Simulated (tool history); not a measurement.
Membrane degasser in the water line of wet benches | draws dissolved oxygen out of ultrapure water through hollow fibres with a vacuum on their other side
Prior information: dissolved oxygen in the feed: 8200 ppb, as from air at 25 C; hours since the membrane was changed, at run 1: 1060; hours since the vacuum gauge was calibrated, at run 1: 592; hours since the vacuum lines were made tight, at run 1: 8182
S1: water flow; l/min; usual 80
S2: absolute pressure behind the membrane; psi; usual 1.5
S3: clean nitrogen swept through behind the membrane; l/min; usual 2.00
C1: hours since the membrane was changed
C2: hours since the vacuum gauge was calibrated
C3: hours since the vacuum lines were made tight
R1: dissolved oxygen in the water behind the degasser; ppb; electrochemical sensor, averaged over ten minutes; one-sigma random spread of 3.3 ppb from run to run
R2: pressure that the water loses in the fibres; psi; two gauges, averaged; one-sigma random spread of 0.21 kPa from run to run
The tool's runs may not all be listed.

{"run": 1, "hour": 0.0, "S1": 80, "S2": 1.5, "S3": 2.0, "C1": 1060, "C2": 592, "C3": 8182, "R1": 564.9, "R2": 6.998}
{"run": 2, "hour": 39.3, "S1": 80, "S2": 1.5, "S3": 3.35, "C1": 1100, "C2": 631, "C3": 8221, "R1": 388.5, "R2": 7.017}
{"run": 3, "hour": 104.9, "S1": 80, "S2": 1.5, "S3": 3.35, "C1": 1165, "C2": 697, "C3": 8287, "R1": 391.6, "R2": 6.984}
{"run": 4, "hour": 142.4, "S1": 80, "S2": 1.5, "S3": 3.35, "C1": 1203, "C2": 734, "C3": 8324, "R1": 391.8, "R2": 7.015}
{"run": 5, "hour": 200.6, "S1": 99, "S2": 1.5, "S3": 2.0, "C1": 1261, "C2": 793, "C3": 8382, "R1": 689.2, "R2": 8.656}
{"run": 6, "hour": 254.9, "S1": 80, "S2": 1.5, "S3": 2.0, "C1": 1315, "C2": 847, "C3": 8437, "R1": 568.3, "R2": 7.01}

What does the tool deliver on the next run?
{"run": 7, "hour": 318.8, "S1": 80, "S2": 1.5, "S3": 2.0, "C1": 1379, "C2": 911, "C3": 8501, "R1": "?", "R2": "?"}

R1: 564.3 ppb
R2: 7.014 psi
On a tool with no hidden condition, and with the same random variation, this run would have come out at R1 557.2 ppb, R2 7.014 psi.
